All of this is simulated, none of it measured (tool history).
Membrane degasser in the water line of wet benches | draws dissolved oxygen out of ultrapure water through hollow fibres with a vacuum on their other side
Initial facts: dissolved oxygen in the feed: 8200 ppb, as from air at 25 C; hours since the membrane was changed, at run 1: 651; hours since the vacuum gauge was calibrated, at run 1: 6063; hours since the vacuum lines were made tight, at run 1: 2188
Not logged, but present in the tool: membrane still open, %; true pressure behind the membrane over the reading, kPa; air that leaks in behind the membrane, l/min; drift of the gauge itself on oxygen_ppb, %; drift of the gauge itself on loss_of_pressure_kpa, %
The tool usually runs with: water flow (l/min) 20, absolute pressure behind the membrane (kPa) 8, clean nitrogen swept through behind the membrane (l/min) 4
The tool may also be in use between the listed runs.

run	hour	water flow (l/min)	absolute pressure behind the membrane (kPa)	clean nitrogen swept through behind the membrane (l/min)	hours since the membrane was changed	hours since the vacuum gauge was calibrated	hours since the vacuum lines were made tight	dissolved oxygen in the water behind the degasser (ppb)	pressure that the water loses in the fibres (kPa)
1	0	20	8	4	651	6063	2188	88.8	51.37
2	36.3	18	8	4	687	6099	2224	76.8	45.92
3	59	18	8	4	710	6122	2247	77.4	46.34
4	101.1	18	8	4	752	6164	2289	76.6	46.27
5	126.8	20	10.17	4	777	6189	2315	113	51.32
6	154	20	10.17	4	805	6217	2342	113.8	51.07
7	196.7	14	8	4	847	6259	2385	56.1	35.74
# hour 236.3: vacuum gauge calibrated
8	238.5	14	8	4	889	2	2426	54.8	35.43
9	282.1	14	8	4	932	46	2469	55.2	35.6
10	300.9	14	8	4	951	65	2488	56.3	35.65
11	335.6	24	10.66	6.13	986	99	2523	114.8	61.15
12	370.2	24	10.66	6.13	1020	134	2558	114.3	61.29
13	395.6	15	6.92	4	1046	159	2583	50.9	38.03
14	418.3	20	5.1	2.97	1069	182	2606	61.8	50.86
15	455.6	29	8	9.11	1106	219	2643	96.8	73.15
16	476.2	16	6.62	5.76	1126	240	2664	41.2	40.56
17	518.7	24	8	2.95	1169	282	2706	136.2	61.04
18	560.7	24	14.13	6.34	1211	324	2748	141.3	60.35

Run 19 comes next. What will it give?
19	591.8	20	14.26	4	1242	355	2779	?	?

dissolved oxygen in the water behind the degasser (ppb): 163.9
pressure that the water loses in the fibres (kPa): 50.91
With no hidden state in the tool, this same run would have given dissolved oxygen in the water behind the degasser (ppb) 163.9, pressure that the water loses in the fibres (kPa) 51.6.
